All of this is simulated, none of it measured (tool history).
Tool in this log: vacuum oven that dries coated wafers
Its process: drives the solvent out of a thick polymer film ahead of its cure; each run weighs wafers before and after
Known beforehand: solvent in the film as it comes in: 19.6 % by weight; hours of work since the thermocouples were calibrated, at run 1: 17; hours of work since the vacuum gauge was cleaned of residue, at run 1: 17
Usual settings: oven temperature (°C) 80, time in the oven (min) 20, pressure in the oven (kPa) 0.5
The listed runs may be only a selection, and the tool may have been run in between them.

| run | hour | oven temperature (°C) | time in the oven (min) | pressure in the oven (kPa) | hours of work since the thermocouples were calibrated | hours of work since the vacuum gauge was cleaned of residue | solvent left in the film (%) |
|---|---|---|---|---|---|---|---|
| 1 | 0 | 80 | 20 | 0.5 | 17 | 17 | 1.06 |
| 2 | 17.2 | 80 | 20 | 0.5 | 27 | 27 | 1.1 |
| 3 | 29.9 | 80 | 20 | 0.5 | 34 | 34 | 1.11 |
| 4 | 38.9 | 80 | 20 | 0.5 | 39 | 39 | 1.09 |
| 5 | 50.6 | 80 | 20 | 0.5 | 46 | 46 | 1.08 |
| 6 | 64.1 | 90 | 20 | 0.5 | 54 | 54 | 0.17 |
| 7 | 74.3 | 90 | 20 | 0.5 | 59 | 59 | 0.09 |
| 8 | 87.7 | 80 | 26 | 0.5 | 67 | 67 | 0.55 |
| 9 | 95 | 80 | 26 | 0.5 | 71 | 71 | 0.57 |
| 10 | 111.1 | 80 | 20 | 0.5 | 80 | 80 | 1.08 |
| 11 | 127.7 | 72 | 20 | 0.5 | 90 | 90 | 3.54 |

Run 12 comes next. What will it give?
| 12 | 137.1 | 72 | 20 | 0.5 | 95 | 95 | ? |

{"run 12": {"solvent left in the film (%)": 3.6}}
If the tool had no hidden condition, the same run with the same run-to-run variation would have returned solvent left in the film (%) 3.69.
